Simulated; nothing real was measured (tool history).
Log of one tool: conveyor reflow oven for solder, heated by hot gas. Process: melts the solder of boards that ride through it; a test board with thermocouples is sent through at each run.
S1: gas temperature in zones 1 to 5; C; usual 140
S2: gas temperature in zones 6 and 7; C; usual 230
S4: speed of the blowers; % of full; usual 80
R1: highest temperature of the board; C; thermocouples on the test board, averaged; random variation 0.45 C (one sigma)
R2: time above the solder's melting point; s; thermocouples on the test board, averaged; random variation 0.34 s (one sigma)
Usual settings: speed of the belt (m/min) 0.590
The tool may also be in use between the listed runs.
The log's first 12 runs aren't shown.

run 13 hour=210.9 | S1=140 S2=230 speed_of_the_belt_(m/min)=0.603 S4=80 | R1=210.1 R2=46.5
run 14 hour=227.2 | S1=140 S2=230 speed_of_the_belt_(m/min)=0.603 S4=80 | R1=210.0 R2=46.9
run 15 hour=245.3 | S1=140 S2=230 speed_of_the_belt_(m/min)=0.603 S4=80 | R1=209.6 R2=46.4
run 16 hour=267.0 | S1=140 S2=230 speed_of_the_belt_(m/min)=0.590 S4=80 | R1=210.4 R2=48.5
run 17 hour=284.6 | S1=126 S2=219 speed_of_the_belt_(m/min)=0.647 S4=58 | R1=190.4 R2=14.3
-- hour=311.3 flux residue cleaned out of gas plates and filters
run 18 hour=315.5 | S1=140 S2=219 speed_of_the_belt_(m/min)=0.566 S4=80 | R1=203.9 R2=44.6
run 19 hour=334.3 | S1=140 S2=219 speed_of_the_belt_(m/min)=0.566 S4=80 | R1=203.5 R2=44.8
run 20 hour=358.3 | S1=140 S2=237 speed_of_the_belt_(m/min)=0.590 S4=80 | R1=217.8 R2=54.1
run 21 hour=380.9 | S1=140 S2=230 speed_of_the_belt_(m/min)=0.620 S4=51 | R1=203.5 R2=37.5
run 22 hour=403.0 | S1=140 S2=240 speed_of_the_belt_(m/min)=0.590 S4=80 | R1=220.3 R2=56.0
run 23 hour=429.0 | S1=134 S2=230 speed_of_the_belt_(m/min)=0.472 S4=90 | R1=218.4 R2=68.2
run 24 hour=443.5 | S1=134 S2=230 speed_of_the_belt_(m/min)=0.472 S4=90 | R1=218.6 R2=69.0
run 25 hour=469.3 | S1=134 S2=230 speed_of_the_belt_(m/min)=0.472 S4=90 | R1=218.5 R2=68.2
run 26 hour=494.9 | S1=134 S2=230 speed_of_the_belt_(m/min)=0.472 S4=90 | R1=217.4 R2=67.9
run 27 hour=506.0 | S1=139 S2=230 speed_of_the_belt_(m/min)=0.472 S4=90 | R1=219.5 R2=69.8
run 28 hour=531.4 | S1=139 S2=230 speed_of_the_belt_(m/min)=0.472 S4=90 | R1=219.5 R2=70.1
run 29 hour=544.6 | S1=128 S2=230 speed_of_the_belt_(m/min)=0.622 S4=90 | R1=208.5 R2=41.4
run 30 hour=556.4 | S1=137 S2=238 speed_of_the_belt_(m/min)=0.675 S4=66 | R1=209.2 R2=38.3
run 31 hour=573.9 | S1=145 S2=228 speed_of_the_belt_(m/min)=0.669 S4=57 | R1=201.4 R2=33.5

Forecast each of these 3 alternatives for the next run:
run A hour=597.1 | S1=131 S2=237 speed_of_the_belt_(m/min)=0.590 S4=80 | R1=? R2=?
run B hour=597.1 | S1=145 S2=228 speed_of_the_belt_(m/min)=0.662 S4=69 | R1=? R2=?
run C hour=597.1 | S1=140 S2=238 speed_of_the_belt_(m/min)=0.590 S4=80 | R1=? R2=?

run=A R1=214.6 R2=49.5
run=B R1=205.6 R2=38.6
run=C R1=217.0 R2=54.3
Without the tool's hidden state the same runs would have given:
run=A R1=216.7 R2=50.8
run=B R1=207.5 R2=40.3
run=C R1=219.0 R2=55.3
